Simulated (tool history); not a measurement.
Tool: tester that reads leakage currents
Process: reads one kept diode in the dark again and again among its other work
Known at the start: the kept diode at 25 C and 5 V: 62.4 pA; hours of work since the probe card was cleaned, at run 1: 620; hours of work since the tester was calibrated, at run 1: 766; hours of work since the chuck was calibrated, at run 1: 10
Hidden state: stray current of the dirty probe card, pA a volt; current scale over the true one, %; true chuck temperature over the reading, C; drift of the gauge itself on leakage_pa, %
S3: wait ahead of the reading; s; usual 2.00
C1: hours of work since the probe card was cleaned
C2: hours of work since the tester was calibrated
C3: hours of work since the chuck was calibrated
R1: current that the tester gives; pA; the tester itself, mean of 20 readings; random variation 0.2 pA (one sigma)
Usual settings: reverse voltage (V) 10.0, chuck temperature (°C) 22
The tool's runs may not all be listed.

run 1 hour=0.0 | reverse_voltage_(V)=10.0 chuck_temperature_(°C)=22 S3=2.00 | C1=620 C2=766 C3=10 | R1=67.89
run 2 hour=42.4 | reverse_voltage_(V)=10.0 chuck_temperature_(°C)=22 S3=2.00 | C1=638 C2=784 C3=29 | R1=67.82
run 3 hour=66.3 | reverse_voltage_(V)=10.0 chuck_temperature_(°C)=22 S3=2.00 | C1=649 C2=795 C3=39 | R1=68.08
run 4 hour=95.8 | reverse_voltage_(V)=10.0 chuck_temperature_(°C)=22 S3=0.58 | C1=661 C2=807 C3=52 | R1=69.15
run 5 hour=124.2 | reverse_voltage_(V)=10.0 chuck_temperature_(°C)=22 S3=0.58 | C1=674 C2=820 C3=64 | R1=69.76
run 6 hour=161.2 | reverse_voltage_(V)=10.0 chuck_temperature_(°C)=22 S3=2.00 | C1=690 C2=836 C3=80 | R1=68.84
run 7 hour=188.8 | reverse_voltage_(V)=10.0 chuck_temperature_(°C)=22 S3=2.00 | C1=702 C2=848 C3=92 | R1=68.69
run 8 hour=217.4 | reverse_voltage_(V)=10.0 chuck_temperature_(°C)=22 S3=4.54 | C1=714 C2=860 C3=105 | R1=69.03
run 9 hour=236.6 | reverse_voltage_(V)=10.0 chuck_temperature_(°C)=24 S3=2.00 | C1=723 C2=869 C3=113 | R1=80.45
run 10 hour=256.6 | reverse_voltage_(V)=10.0 chuck_temperature_(°C)=22 S3=2.00 | C1=731 C2=877 C3=122 | R1=69.49
run 11 hour=277.8 | reverse_voltage_(V)=10.0 chuck_temperature_(°C)=22 S3=2.00 | C1=741 C2=886 C3=131 | R1=69.61
run 12 hour=307.4 | reverse_voltage_(V)=6.7 chuck_temperature_(°C)=22 S3=2.77 | C1=753 C2=899 C3=144 | R1=59.10
run 13 hour=350.4 | reverse_voltage_(V)=3.9 chuck_temperature_(°C)=22 S3=0.31 | C1=772 C2=918 C3=163 | R1=48.69
run 14 hour=386.8 | reverse_voltage_(V)=10.0 chuck_temperature_(°C)=22 S3=3.17 | C1=788 C2=934 C3=178 | R1=70.08
run 15 hour=414.9 | reverse_voltage_(V)=10.0 chuck_temperature_(°C)=22 S3=3.17 | C1=800 C2=946 C3=191 | R1=70.49
run 16 hour=444.2 | reverse_voltage_(V)=10.0 chuck_temperature_(°C)=22 S3=3.17 | C1=813 C2=959 C3=203 | R1=70.90
run 17 hour=472.7 | reverse_voltage_(V)=2.9 chuck_temperature_(°C)=54 S3=0.84 | C1=825 C2=971 C3=216 | R1=401.45
run 18 hour=509.7 | reverse_voltage_(V)=2.9 chuck_temperature_(°C)=54 S3=0.39 | C1=841 C2=987 C3=232 | R1=403.15
run 19 hour=550.0 | reverse_voltage_(V)=1.4 chuck_temperature_(°C)=55 S3=1.66 | C1=859 C2=1005 C3=249 | R1=328.50
run 20 hour=591.4 | reverse_voltage_(V)=1.4 chuck_temperature_(°C)=55 S3=1.66 | C1=877 C2=1023 C3=267 | R1=328.67
run 21 hour=613.2 | reverse_voltage_(V)=11.6 chuck_temperature_(°C)=39 S3=1.66 | C1=886 C2=1032 C3=277 | R1=254.95
run 22 hour=635.8 | reverse_voltage_(V)=1.2 chuck_temperature_(°C)=36 S3=0.59 | C1=896 C2=1042 C3=287 | R1=86.29

Some steps in R1 between neighbouring runs. How much of each would the tool show without its hidden state too (settings, what came in, random variation), and how much is left for the hidden state, with any gauge scatter that isn't in both results?
Run 16 -> 17: reverse voltage (V) 10.0 -> 2.9, chuck temperature (°C) 22 -> 54, S3 3.17 -> 0.84. R1 +330.55 pA: hidden state +2.07, all else +328.48.
Run 20 -> 21: reverse voltage (V) 1.4 -> 11.6, chuck temperature (°C) 55 -> 39. R1 -73.72 pA: hidden state +4.61, all else -78.33.
Run 21 -> 22: reverse voltage (V) 11.6 -> 1.2, chuck temperature (°C) 39 -> 36, S3 1.66 -> 0.59. R1 -168.66 pA: hidden state -9.77, all else -158.89.
